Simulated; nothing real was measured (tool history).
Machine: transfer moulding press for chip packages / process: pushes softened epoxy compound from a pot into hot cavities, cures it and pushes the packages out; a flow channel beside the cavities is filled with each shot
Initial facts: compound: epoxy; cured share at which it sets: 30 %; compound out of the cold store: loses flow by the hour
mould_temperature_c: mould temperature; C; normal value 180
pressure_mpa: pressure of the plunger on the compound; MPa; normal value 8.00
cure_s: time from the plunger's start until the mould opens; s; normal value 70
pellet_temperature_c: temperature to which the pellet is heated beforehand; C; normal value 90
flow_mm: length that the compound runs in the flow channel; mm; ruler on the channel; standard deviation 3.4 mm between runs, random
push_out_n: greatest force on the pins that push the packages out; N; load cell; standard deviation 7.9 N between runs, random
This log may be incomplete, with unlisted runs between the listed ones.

run,hour,mould_temperature_c,pressure_mpa,cure_s,pellet_temperature_c,incoming compound's hours out of the cold store,flow_mm,push_out_n
1,0.0,180,8.00,70,90,40.6,581,653
# hour 18.2: cavities cleaned with cleaning compound and waxed
2,48.3,180,8.00,70,90,21.0,636,634
3,90.3,180,8.00,70,94,30.4,603,669
# hour 100.0: cavities cleaned with cleaning compound and waxed
4,177.3,180,8.00,70,94,25.8,605,697
# hour 183.1: cavities cleaned with cleaning compound and waxed
# hour 204.8: plunger's sealing rings changed
5,256.9,180,8.00,70,90,24.1,624,721
# hour 270.1: cavities cleaned with cleaning compound and waxed
6,307.6,180,8.00,70,90,14.6,653,680
# hour 355.2: cavities cleaned with cleaning compound and waxed
7,362.0,180,8.00,70,90,16.3,641,453
# hour 419.5: plunger's sealing rings changed
# hour 440.2: cavities cleaned with cleaning compound and waxed
8,448.3,180,8.00,70,85,30.7,605,451
9,510.7,180,8.00,70,85,43.9,557,703
# hour 522.9: cavities cleaned with cleaning compound and waxed
10,595.2,180,8.00,70,85,36.2,576,707
# hour 609.2: cavities cleaned with cleaning compound and waxed
# hour 633.4: plunger's sealing rings changed
11,646.0,180,6.27,70,90,15.0,586,659
# hour 670.6: mould's thermocouples calibrated
# hour 699.1: cavities cleaned with cleaning compound and waxed
12,738.1,180,6.27,70,90,10.8,590,669
# hour 783.5: cavities cleaned with cleaning compound and waxed
13,790.9,180,6.27,70,90,15.7,565,461
# hour 843.0: plunger's sealing rings changed
# hour 868.8: cavities cleaned with cleaning compound and waxed
14,880.2,188,7.38,54,85,35.0,555,528
15,936.1,180,8.00,95,80,14.5,660,436
# hour 952.6: cavities cleaned with cleaning compound and waxed
16,988.5,182,9.89,70,88,44.4,613,513
# hour 1033.0: cavities cleaned with cleaning compound and waxed
# hour 1053.3: plunger's sealing rings changed
17,1067.8,180,9.69,70,90,25.1,691,633
# hour 1119.7: cavities cleaned with cleaning compound and waxed
18,1159.5,180,9.69,70,90,20.5,696,643
# hour 1200.3: cavities cleaned with cleaning compound and waxed
19,1208.1,180,9.69,70,90,27.8,659,436
# hour 1261.2: plunger's sealing rings changed
20,1270.2,180,6.78,71,90,21.4,590,700
# hour 1287.1: cavities cleaned with cleaning compound and waxed
21,1330.7,180,7.99,51,83,11.8,670,1529
# hour 1369.0: cavities cleaned with cleaning compound and waxed
22,1414.8,180,8.00,83,81,18.7,620,451
# hour 1452.5: cavities cleaned with cleaning compound and waxed
23,1453.5,180,8.00,83,81,41.1,551,246
# hour 1470.3: plunger's sealing rings changed
24,1528.4,180,8.00,83,81,47.8,552,486
# hour 1541.8: cavities cleaned with cleaning compound and waxed
25,1583.5,180,6.91,83,87,36.6,537,438
# hour 1625.3: cavities cleaned with cleaning compound and waxed
26,1632.9,180,8.15,67,84,18.1,634,520

Alternative continuations, all from the tool just after run 26; predict every row:
# hour 1679.0: plunger's sealing rings changed
A,1702.9,186,8.15,67,84,17.3,?,?
# hour 1679.0: plunger's sealing rings changed
B,1702.9,180,8.15,96,84,43.8,?,?
# hour 1679.0: plunger's sealing rings changed
C,1702.9,180,7.91,67,84,38.3,?,?

run,flow_mm,push_out_n
A,649,586
B,572,429
C,581,817
Had the tool no hidden state, the same runs would have come out as:
run,flow_mm,push_out_n
A,652,268
B,574,206
C,583,371
